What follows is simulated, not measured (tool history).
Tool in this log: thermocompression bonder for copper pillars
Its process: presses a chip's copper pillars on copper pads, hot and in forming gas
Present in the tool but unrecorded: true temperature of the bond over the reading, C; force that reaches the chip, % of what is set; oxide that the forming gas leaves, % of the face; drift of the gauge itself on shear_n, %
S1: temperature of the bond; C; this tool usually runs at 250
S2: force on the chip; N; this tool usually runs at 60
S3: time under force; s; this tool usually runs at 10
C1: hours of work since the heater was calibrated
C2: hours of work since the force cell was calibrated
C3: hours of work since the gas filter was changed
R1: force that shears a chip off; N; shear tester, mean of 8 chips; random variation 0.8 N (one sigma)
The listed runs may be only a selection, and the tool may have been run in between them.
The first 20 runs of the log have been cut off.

run	day	S1	S2	S3	C1	C2	C3	R1
21	9.212	250	60	10	856	477	220	61.5
22	9.646	251	41	19	864	484	227	63.1
23	9.996	244	58	10	870	490	233	55.1
24	10.379	250	43	10	876	497	240	49.7
25	10.833	277	73	14	884	505	248	102.4
26	11.267	250	55	10	891	512	255	58.4
27	11.538	250	55	10	896	517	260	59.4
28	12.000	250	55	10	904	525	268	57.0
29	12.433	275	38	6	912	532	275	54.8
30	12.788	275	38	16	918	538	281	76.4
# day 13.304: forming gas filter changed
31	13.354	275	60	9	927	548	1	84.0
32	13.825	243	68	10	935	556	9	60.4
33	14.329	226	70	9	944	565	18	43.5
34	14.696	229	60	10	950	571	24	43.5
35	14.983	257	60	28	955	576	29	93.7
36	15.250	257	77	7	960	580	33	70.6
37	15.571	257	77	7	965	586	39	71.5
38	15.871	257	77	21	970	591	44	99.7
39	16.383	235	46	8	979	600	53	35.5
40	16.658	235	46	8	984	604	58	35.1
41	17.096	233	46	8	991	612	65	34.6

Forecast each of these 3 alternatives for the next run:
A	17.600	250	60	29	1000	621	74	?
B	17.600	250	78	10	1000	621	74	?
C	17.600	233	63	8	1000	621	74	?

run	R1
A	89.1
B	75.0
C	44.6
What these runs would have given with no unlogged condition in the tool:
run	R1
A	89.2
B	75.1
C	44.7
